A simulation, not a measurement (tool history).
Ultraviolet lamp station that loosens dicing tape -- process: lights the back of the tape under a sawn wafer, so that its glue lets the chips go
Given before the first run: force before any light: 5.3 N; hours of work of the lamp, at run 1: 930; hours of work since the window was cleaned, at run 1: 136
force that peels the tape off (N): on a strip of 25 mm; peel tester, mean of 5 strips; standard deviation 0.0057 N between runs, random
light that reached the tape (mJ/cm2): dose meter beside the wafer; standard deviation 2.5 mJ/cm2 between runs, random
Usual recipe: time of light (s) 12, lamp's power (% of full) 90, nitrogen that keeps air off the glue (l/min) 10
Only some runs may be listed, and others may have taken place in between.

| run | hour | time of light (s) | lamp's power (% of full) | nitrogen that keeps air off the glue (l/min) | hours of work of the lamp | hours of work since the window was cleaned | force that peels the tape off (N) | light that reached the tape (mJ/cm2) |
|---|---|---|---|---|---|---|---|---|
| 1 | 0 | 12 | 90 | 10 | 930 | 136 | 0.241 | 254 |
| 2 | 38.1 | 14 | 90 | 10 | 956 | 161 | 0.169 | 290 |
| 3 | 75.7 | 14 | 90 | 10 | 981 | 187 | 0.193 | 288 |
| 4 | 105.6 | 14 | 90 | 10 | 1002 | 207 | 0.18 | 286 |
| 5 | 140.1 | 12 | 90 | 12 | 1025 | 231 | 0.236 | 241 |
| 6 | 178.3 | 12 | 90 | 10 | 1051 | 257 | 0.277 | 237 |
| 7 | 203.1 | 12 | 66 | 10 | 1068 | 274 | 0.611 | 166 |
|  | 215.5 | window cleaned of glue's vapour |
| 8 | 235.9 | 12 | 90 | 3 | 1090 | 14 | 0.554 | 259 |
| 9 | 257.2 | 12 | 90 | 10 | 1105 | 28 | 0.242 | 256 |
| 10 | 278 | 12 | 90 | 10 | 1119 | 42 | 0.234 | 256 |
| 11 | 295.8 | 9 | 90 | 10 | 1131 | 55 | 0.479 | 191 |
| 12 | 318.1 | 12 | 90 | 7 | 1146 | 70 | 0.312 | 254 |
| 13 | 337.5 | 12 | 90 | 7 | 1159 | 83 | 0.332 | 247 |
| 14 | 371.6 | 10 | 88 | 4 | 1182 | 106 | 0.76 | 203 |
| 15 | 395.8 | 11 | 60 | 6 | 1199 | 123 | 1.034 | 151 |
| 16 | 421.2 | 11 | 60 | 6 | 1216 | 140 | 1.038 | 147 |
| 17 | 441.2 | 13 | 60 | 6 | 1230 | 154 | 0.765 | 173 |
| 18 | 469.7 | 13 | 60 | 6 | 1249 | 173 | 0.8 | 170 |
| 19 | 494.7 | 13 | 60 | 6 | 1266 | 190 | 0.833 | 173 |
| 20 | 528.5 | 13 | 90 | 6 | 1289 | 213 | 0.361 | 254 |
| 21 | 567.5 | 14 | 86 | 17 | 1316 | 240 | 0.165 | 254 |
| 22 | 607.5 | 12 | 90 | 4 | 1343 | 267 | 0.616 | 224 |
|  | 630.2 | window cleaned of glue's vapour |
| 23 | 640.9 | 12 | 64 | 11 | 1365 | 7 | 0.528 | 174 |
| 24 | 683 | 12 | 64 | 3 | 1394 | 36 | 1.167 | 170 |
| 25 | 704.7 | 12 | 64 | 3 | 1409 | 51 | 1.163 | 172 |
| 26 | 735.5 | 9 | 90 | 10 | 1430 | 72 | 0.541 | 174 |

What if the next run were any one of these 4? Each begins from the tool's condition after run 26:
| A | 752.6 | 18 | 78 | 4 | 1441 | 83 | ? | ? |
| B | 752.6 | 19 | 90 | 18 | 1441 | 83 | ? | ? |
| C | 752.6 | 19 | 90 | 7 | 1441 | 83 | ? | ? |
| D | 752.6 | 8 | 63 | 4 | 1441 | 83 | ? | ? |

| run | force that peels the tape off (N) | light that reached the tape (mJ/cm2) |
|---|---|---|
| A | 0.3 | 313 |
| B | 0.081 | 375 |
| C | 0.117 | 379 |
| D | 1.756 | 111 |
With the hidden condition removed and each run's random variation left untouched, the same runs would have given:
| run | force that peels the tape off (N) | light that reached the tape (mJ/cm2) |
|---|---|---|
| A | 0.147 | 411 |
| B | 0.067 | 495 |
| C | 0.072 | 498 |
| D | 1.254 | 147 |
